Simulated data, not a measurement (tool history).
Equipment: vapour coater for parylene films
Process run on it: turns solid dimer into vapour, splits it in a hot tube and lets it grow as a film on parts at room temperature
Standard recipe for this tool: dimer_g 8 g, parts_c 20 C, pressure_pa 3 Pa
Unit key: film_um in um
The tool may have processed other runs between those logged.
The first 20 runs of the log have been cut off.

run   hour  dimer_g  parts_c  pressure_pa  film_um
 21  241.3        6       20            3     1.68
 22    256        6       20            3     1.63
 23  264.4        6       23         6.72     1.39
 24  279.8        5       21         5.22     1.23
 25  294.3        5       19          8.6     1.23
 26  311.4        5       19          8.6      1.2
 27  321.1        5       20          8.6     1.24
     331.7  -- trap's valve overhauled
 28  332.8        4       24          8.6     0.99
 29  348.2        4       24          8.6     0.97
 30  364.2        4       27          8.6     0.91
 31  377.7        4       27          8.6      0.9
 32  395.4        4       23         5.38     1.04
 33  403.9        4       23         5.38     1.04
 34  418.1        4       23         2.67     1.11
 35  427.7        8       26            3     2.05
 36  439.1        8       26            3     2.07
 37  454.6        3       14            3     1.03
 38  467.2        3       25         2.83     0.77
 39  479.4        6       15         3.13     1.95

Run 40 has not been measured yet. What should we expect?
 40  488.3        6       15         3.13        ?

{"run 40": {"film_um": 1.99}}
On a tool with no hidden condition, and with the same random variation, this run would have come out at film_um 2.09 um.

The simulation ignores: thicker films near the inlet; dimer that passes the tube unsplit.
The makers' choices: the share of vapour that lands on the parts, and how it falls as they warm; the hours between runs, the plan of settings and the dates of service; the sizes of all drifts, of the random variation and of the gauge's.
